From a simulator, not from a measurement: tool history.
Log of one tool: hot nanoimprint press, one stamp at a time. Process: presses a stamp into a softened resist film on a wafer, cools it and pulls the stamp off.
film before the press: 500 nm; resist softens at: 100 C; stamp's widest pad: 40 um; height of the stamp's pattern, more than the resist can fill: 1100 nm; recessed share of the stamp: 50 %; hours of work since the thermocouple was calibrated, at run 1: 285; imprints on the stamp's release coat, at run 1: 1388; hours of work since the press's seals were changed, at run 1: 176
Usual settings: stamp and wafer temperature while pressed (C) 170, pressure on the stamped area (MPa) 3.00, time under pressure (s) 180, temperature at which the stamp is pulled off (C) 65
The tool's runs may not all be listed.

run	hour	stamp and wafer temperature while pressed (C)	pressure on the stamped area (MPa)	time under pressure (s)	temperature at which the stamp is pulled off (C)	hours of work since the thermocouple was calibrated	imprints on the stamp's release coat	hours of work since the press's seals were changed	resist left under the stamp's widest pad (Å)	greatest force while the stamp is pulled off (N)
1	0.0	170	3.00	180	65	285	1388	176	2244	259
2	25.7	170	3.00	180	65	302	1518	193	2251	252
3	48.9	170	3.00	180	65	317	1636	208	2269	261
4	73.9	170	3.00	180	65	333	1763	224	2272	283
5	105.9	170	3.00	180	65	353	1926	244	2264	302
# hour 123.7: stamp cleaned and given a new release coat
6	147.4	170	3.00	180	65	376	120	267	2280	155
7	174.9	170	3.00	180	65	394	260	285	2262	161
8	201.6	170	3.00	180	65	411	396	302	2273	174
9	234.4	170	3.98	180	65	432	563	323	2032	189
10	261.7	170	3.98	180	65	450	701	341	2033	198
11	286.0	170	3.98	180	65	466	825	357	2069	203
12	330.3	170	3.98	180	65	494	1050	385	2064	225
13	367.5	170	3.98	180	65	518	1239	409	2064	247
14	400.2	170	2.12	180	65	539	1405	430	2634	254
15	444.8	170	2.12	180	65	568	1632	459	2659	271
# hour 450.2: plate thermocouple calibrated
16	497.0	170	3.00	180	61	30	1881	491	2369	309
# hour 523.9: stamp cleaned and given a new release coat
17	547.2	170	3.00	176	53	59	118	519	2379	198
18	579.1	179	3.37	260	65	79	281	540	1352	172
# hour 601.1: plate thermocouple calibrated, once more
19	621.3	180	3.37	288	65	13	479	565	1174	179
20	647.7	170	2.28	163	65	30	614	582	2572	186
21	688.7	170	4.78	180	70	56	822	608	1835	185
22	731.9	170	4.78	180	70	84	1041	636	1865	196
# hour 750.2: press's hydraulic seals changed and the load cell set to zero
23	770.3	170	1.85	180	70	104	1196	13	2678	205
24	817.9	177	2.03	180	70	135	1438	44	2024	232
25	846.5	177	2.03	180	70	153	1583	62	2028	242
26	891.2	177	2.03	180	70	182	1810	91	2031	249
27	924.9	177	2.03	180	70	204	1982	113	2017	269
# hour 934.1: stamp cleaned and given a new release coat
28	967.6	169	2.03	180	70	227	170	136	2709	138
29	1002.6	169	2.03	180	70	250	348	159	2683	152

Measured less the same run without the tool's hidden state. The same run-to-run variation is in both; the gauge's scatter may not be:
The hidden state here: true temperature over the reading, C; pressure that arrives at the usual setting, %; grip of the stamp's worn release coat, % over a new coat's; drift of the gauge itself on residual_nm, %; drift of the gauge itself on pull_off_n, %.
run	resist left under the stamp's widest pad (Å)	greatest force while the stamp is pulled off (N)
1	+43	+107
2	+47	+110
3	+49	+120
4	+53	+135
5	+57	+153
6	+62	+10
7	+64	+18
8	+68	+28
9	+72	+40
10	+76	+51
11	+80	+59
12	+86	+77
13	+91	+96
14	+94	+106
15	+100	+125
16	+137	+156
17	+141	+14
18	+90	+23
19	+19	+32
20	+23	+41
21	+46	+52
22	+52	+66
23	+9	+76
24	+11	+97
25	+14	+108
26	+19	+120
27	+22	+137
28	+33	+10
29	+36	+22
